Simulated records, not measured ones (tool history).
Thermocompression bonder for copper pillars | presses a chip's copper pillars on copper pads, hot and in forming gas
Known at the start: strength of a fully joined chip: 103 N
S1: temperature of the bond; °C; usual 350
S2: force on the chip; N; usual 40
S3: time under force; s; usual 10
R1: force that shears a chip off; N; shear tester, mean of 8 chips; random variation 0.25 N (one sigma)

run	hour	S1	S2	S3	R1
1	0.0	350	40	10	51.7
2	55.0	350	40	10	51.4
3	116.5	350	40	10	50.7
# hour 153.0: forming gas filter changed
4	163.5	350	40	10	52.2
5	230.0	327	40	10	39.5
# hour 238.2: force cell calibrated
6	276.2	327	40	10	38.4
7	318.1	350	40	10	50.5
8	354.0	357	40	10	55.1
9	393.6	357	36	23	64.4
# hour 412.2: force cell calibrated, once more
10	462.6	350	40	13	58.1
11	510.0	335	53	13	64.9
12	562.5	335	44	10	49.2
13	624.6	371	42	10	67.5
14	706.5	350	42	24	71.6
15	783.6	350	46	5	47.4
16	857.8	350	46	5	47.0

3 ways to go on from here, each from the tool as it stands after run 16. What would each give?
A	893.9	335	48	14	?
B	893.9	356	28	6	?
C	893.9	334	37	12	?

run	R1
A	59.4
B	30.7
C	42.4
Without the tool's hidden state the same runs would have given:
run	R1
A	58.8
B	30.2
C	41.7
